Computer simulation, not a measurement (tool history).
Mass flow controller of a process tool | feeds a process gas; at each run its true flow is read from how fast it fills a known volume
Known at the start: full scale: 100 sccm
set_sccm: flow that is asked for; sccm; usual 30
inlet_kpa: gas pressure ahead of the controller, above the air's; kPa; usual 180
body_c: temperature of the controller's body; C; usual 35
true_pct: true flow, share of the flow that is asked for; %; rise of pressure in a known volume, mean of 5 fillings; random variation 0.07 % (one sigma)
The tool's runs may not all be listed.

run 1 day=0.000 | set_sccm=30 inlet_kpa=180 body_c=35 | true_pct=97.02
run 2 day=8.700 | set_sccm=30 inlet_kpa=180 body_c=27 | true_pct=97.68
run 3 day=15.046 | set_sccm=30 inlet_kpa=180 body_c=27 | true_pct=97.62
run 4 day=20.596 | set_sccm=30 inlet_kpa=180 body_c=35 | true_pct=96.88
run 5 day=29.183 | set_sccm=30 inlet_kpa=180 body_c=35 | true_pct=96.58
run 6 day=34.312 | set_sccm=30 inlet_kpa=180 body_c=35 | true_pct=96.70
run 7 day=39.729 | set_sccm=30 inlet_kpa=180 body_c=35 | true_pct=96.57
run 8 day=49.679 | set_sccm=30 inlet_kpa=180 body_c=35 | true_pct=96.50
run 9 day=54.746 | set_sccm=30 inlet_kpa=180 body_c=35 | true_pct=96.37
run 10 day=62.983 | set_sccm=30 inlet_kpa=180 body_c=35 | true_pct=96.38
run 11 day=71.158 | set_sccm=30 inlet_kpa=180 body_c=35 | true_pct=96.23
run 12 day=78.825 | set_sccm=30 inlet_kpa=180 body_c=35 | true_pct=96.11
run 13 day=90.688 | set_sccm=30 inlet_kpa=180 body_c=35 | true_pct=96.11
run 14 day=100.396 | set_sccm=30 inlet_kpa=180 body_c=35 | true_pct=95.92
run 15 day=110.775 | set_sccm=30 inlet_kpa=180 body_c=35 | true_pct=95.91
run 16 day=121.146 | set_sccm=30 inlet_kpa=180 body_c=35 | true_pct=95.71
-- day=129.258 controller's zero set anew
run 17 day=129.762 | set_sccm=30 inlet_kpa=180 body_c=35 | true_pct=95.61
run 18 day=135.008 | set_sccm=30 inlet_kpa=180 body_c=22 | true_pct=96.65
run 19 day=140.000 | set_sccm=30 inlet_kpa=180 body_c=22 | true_pct=96.53
run 20 day=150.796 | set_sccm=30 inlet_kpa=180 body_c=22 | true_pct=96.45
run 21 day=159.804 | set_sccm=30 inlet_kpa=180 body_c=28 | true_pct=95.91
run 22 day=166.871 | set_sccm=30 inlet_kpa=180 body_c=28 | true_pct=95.69
-- day=170.271 gauge calibrated
run 23 day=176.671 | set_sccm=23 inlet_kpa=155 body_c=20 | true_pct=98.07
run 24 day=184.650 | set_sccm=15 inlet_kpa=149 body_c=24 | true_pct=97.28
run 25 day=189.908 | set_sccm=15 inlet_kpa=149 body_c=24 | true_pct=97.37
run 26 day=199.850 | set_sccm=15 inlet_kpa=149 body_c=24 | true_pct=97.16
run 27 day=206.496 | set_sccm=51 inlet_kpa=220 body_c=25 | true_pct=98.17
run 28 day=217.375 | set_sccm=32 inlet_kpa=150 body_c=37 | true_pct=96.60
run 29 day=223.154 | set_sccm=32 inlet_kpa=150 body_c=37 | true_pct=96.34
run 30 day=232.792 | set_sccm=21 inlet_kpa=213 body_c=39 | true_pct=95.70
run 31 day=244.433 | set_sccm=23 inlet_kpa=213 body_c=39 | true_pct=95.60
run 32 day=252.921 | set_sccm=23 inlet_kpa=263 body_c=36 | true_pct=95.63
run 33 day=263.300 | set_sccm=13 inlet_kpa=189 body_c=35 | true_pct=95.45
run 34 day=271.883 | set_sccm=44 inlet_kpa=273 body_c=23 | true_pct=97.08
run 35 day=279.442 | set_sccm=12 inlet_kpa=180 body_c=35 | true_pct=95.30
run 36 day=288.100 | set_sccm=12 inlet_kpa=180 body_c=35 | true_pct=95.18
run 37 day=297.529 | set_sccm=16 inlet_kpa=188 body_c=35 | true_pct=95.12
run 38 day=309.542 | set_sccm=16 inlet_kpa=188 body_c=35 | true_pct=95.01
run 39 day=314.917 | set_sccm=16 inlet_kpa=188 body_c=35 | true_pct=95.00
run 40 day=322.562 | set_sccm=15 inlet_kpa=145 body_c=25 | true_pct=95.76
run 41 day=332.196 | set_sccm=44 inlet_kpa=239 body_c=26 | true_pct=96.37
run 42 day=343.621 | set_sccm=60 inlet_kpa=180 body_c=35 | true_pct=96.07

Forecast each of these 4 alternatives for the next run:
-- day=348.379 gauge calibrated
run A day=349.625 | set_sccm=38 inlet_kpa=227 body_c=24 | true_pct=?
-- day=348.379 gauge calibrated
run B day=349.625 | set_sccm=24 inlet_kpa=243 body_c=26 | true_pct=?
-- day=348.379 gauge calibrated
run C day=349.625 | set_sccm=30 inlet_kpa=264 body_c=24 | true_pct=?
-- day=348.379 gauge calibrated
run D day=349.625 | set_sccm=30 inlet_kpa=216 body_c=35 | true_pct=?

run=A true_pct=98.04
run=B true_pct=97.47
run=C true_pct=97.74
run=D true_pct=97.15
Without the tool's hidden state the same runs would have given:
run=A true_pct=98.03
run=B true_pct=97.46
run=C true_pct=97.72
run=D true_pct=97.13
